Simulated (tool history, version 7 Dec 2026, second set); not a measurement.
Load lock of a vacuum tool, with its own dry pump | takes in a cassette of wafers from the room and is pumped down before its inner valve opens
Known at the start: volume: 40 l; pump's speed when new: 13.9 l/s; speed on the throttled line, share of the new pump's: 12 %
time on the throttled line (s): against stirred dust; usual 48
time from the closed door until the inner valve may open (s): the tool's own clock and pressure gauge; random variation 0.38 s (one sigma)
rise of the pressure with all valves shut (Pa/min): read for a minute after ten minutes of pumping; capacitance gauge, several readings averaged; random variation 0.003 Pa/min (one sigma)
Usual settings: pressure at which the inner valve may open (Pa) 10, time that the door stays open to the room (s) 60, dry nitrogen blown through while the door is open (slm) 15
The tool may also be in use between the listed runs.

| run | hour | time on the throttled line (s) | pressure at which the inner valve may open (Pa) | time that the door stays open to the room (s) | dry nitrogen blown through while the door is open (slm) | incoming humidity of the room's air, % | time from the closed door until the inner valve may open (s) | rise of the pressure with all valves shut (Pa/min) |
|---|---|---|---|---|---|---|---|---|
| 1 | 0 | 48 | 10 | 60 | 15 | 44.8 | 72.7 | 0.04 |
| 2 | 191.4 | 48 | 10 | 60 | 15 | 42.8 | 73 | 0.037 |
| 3 | 325.2 | 48 | 10 | 60 | 15 | 43.4 | 72.4 | 0.042 |
| 4 | 418.3 | 48 | 10 | 60 | 11 | 43.2 | 72.4 | 0.047 |
| 5 | 539.4 | 48 | 10 | 60 | 15 | 47.2 | 71.9 | 0.045 |
| 6 | 685.4 | 48 | 10 | 60 | 15 | 44.7 | 73 | 0.047 |
| 7 | 786.5 | 48 | 10 | 60 | 15 | 46.4 | 72.8 | 0.046 |
| 8 | 883.4 | 48 | 10 | 60 | 15 | 42.8 | 72.1 | 0.046 |
| 9 | 1027.7 | 48 | 10 | 60 | 15 | 43.6 | 72.4 | 0.052 |
| 10 | 1136 | 48 | 10 | 129 | 15 | 42.8 | 72.4 | 0.072 |
| 11 | 1245.2 | 48 | 10 | 129 | 15 | 44.5 | 72.7 | 0.076 |
| 12 | 1340.3 | 48 | 10 | 129 | 15 | 47.3 | 72.7 | 0.076 |
| 13 | 1532.2 | 48 | 10 | 129 | 15 | 45.4 | 72.6 | 0.077 |
| 14 | 1637.7 | 78 | 10 | 60 | 15 | 42.8 | 98.2 | 0.048 |
| 15 | 1726.8 | 48 | 10 | 60 | 15 | 45.4 | 72.7 | 0.056 |
| 16 | 1845.3 | 48 | 10 | 60 | 15 | 45.1 | 72.9 | 0.051 |
| 17 | 1948.9 | 48 | 10 | 60 | 15 | 47.1 | 73.6 | 0.055 |
| 18 | 2066.8 | 89 | 19 | 60 | 11 | 43.1 | 106 | 0.06 |

The next listed run, before its measurement:
| 19 | 2175.3 | 33 | 18 | 30 | 10 | 48.1 | ? | ? |

Run 19 gave time from the closed door until the inner valve may open (s) 58.2, rise of the pressure with all valves shut (Pa/min) 0.045.
Without the tool's hidden state the same run would have given time from the closed door until the inner valve may open (s) 54, rise of the pressure with all valves shut (Pa/min) 0.024.
